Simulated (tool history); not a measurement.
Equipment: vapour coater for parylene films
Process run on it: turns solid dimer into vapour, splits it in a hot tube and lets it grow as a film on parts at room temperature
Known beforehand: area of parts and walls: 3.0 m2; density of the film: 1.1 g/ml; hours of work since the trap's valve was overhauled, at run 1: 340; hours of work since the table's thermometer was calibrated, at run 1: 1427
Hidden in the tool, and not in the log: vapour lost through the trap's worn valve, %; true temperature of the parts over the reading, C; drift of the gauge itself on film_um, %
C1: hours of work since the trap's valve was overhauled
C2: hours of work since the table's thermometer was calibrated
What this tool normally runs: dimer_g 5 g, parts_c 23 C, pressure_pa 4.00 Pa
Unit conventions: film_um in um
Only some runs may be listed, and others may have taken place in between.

Run 1, hour 0.0: usual settings; C1 340; C2 1427. Result: film_um 0.80 um.
Run 2, hour 60.4: usual settings; C1 376; C2 1462. Result: film_um 0.79 um.
Run 3, hour 100.0: usual settings; C1 399; C2 1486. Result: film_um 0.78 um.
Run 4, hour 165.1: usual settings; C1 437; C2 1524. Result: film_um 0.78 um.
Run 5, hour 217.9: usual settings; C1 468; C2 1555. Result: film_um 0.77 um.
Run 6, hour 257.7: usual settings; C1 492; C2 1578. Result: film_um 0.77 um.
Run 7, hour 305.3: usual settings but parts_c 32 C, pressure_pa 10.54 Pa; C1 520; C2 1606. Result: film_um 0.42 um.
Run 8, hour 341.9: usual settings but dimer_g 3 g, parts_c 16 C, pressure_pa 2.18 Pa; C1 541; C2 1628. Result: film_um 0.71 um.
At hour 348.7: table's thermometer calibrated.
Run 9, hour 394.4: usual settings but dimer_g 3 g, parts_c 16 C, pressure_pa 2.18 Pa; C1 572; C2 27. Result: film_um 0.66 um.
Run 10, hour 438.8: usual settings but dimer_g 3 g, parts_c 16 C, pressure_pa 2.18 Pa; C1 598; C2 53. Result: film_um 0.64 um.
Run 11, hour 474.4: usual settings but parts_c 17 C; C1 619; C2 74. Result: film_um 0.91 um.
At hour 495.4: trap's valve overhauled.
Run 12, hour 516.4: usual settings but parts_c 17 C, pressure_pa 2.11 Pa; C1 12; C2 96. Result: film_um 1.19 um.

Each row is a separate what-if for the run after 12, all from the same tool condition, not one after another. Results?
Run A, hour 570.5: usual settings but dimer_g 6 g, parts_c 17 C, pressure_pa 2.11 Pa; C1 44; C2 128. Result: film_um ?.
Run B, hour 570.5: usual settings but parts_c 35 C; C1 44; C2 128. Result: film_um ?.
Run C, hour 570.5: usual settings but parts_c 21 C, pressure_pa 2.34 Pa; C1 44; C2 128. Result: film_um ?.

run  film_um
  A     1.38
  B     0.51
  C     0.96
With no hidden state in the tool, these same runs would have given:
run  film_um
  A     1.45
  B     0.53
  C     1.01
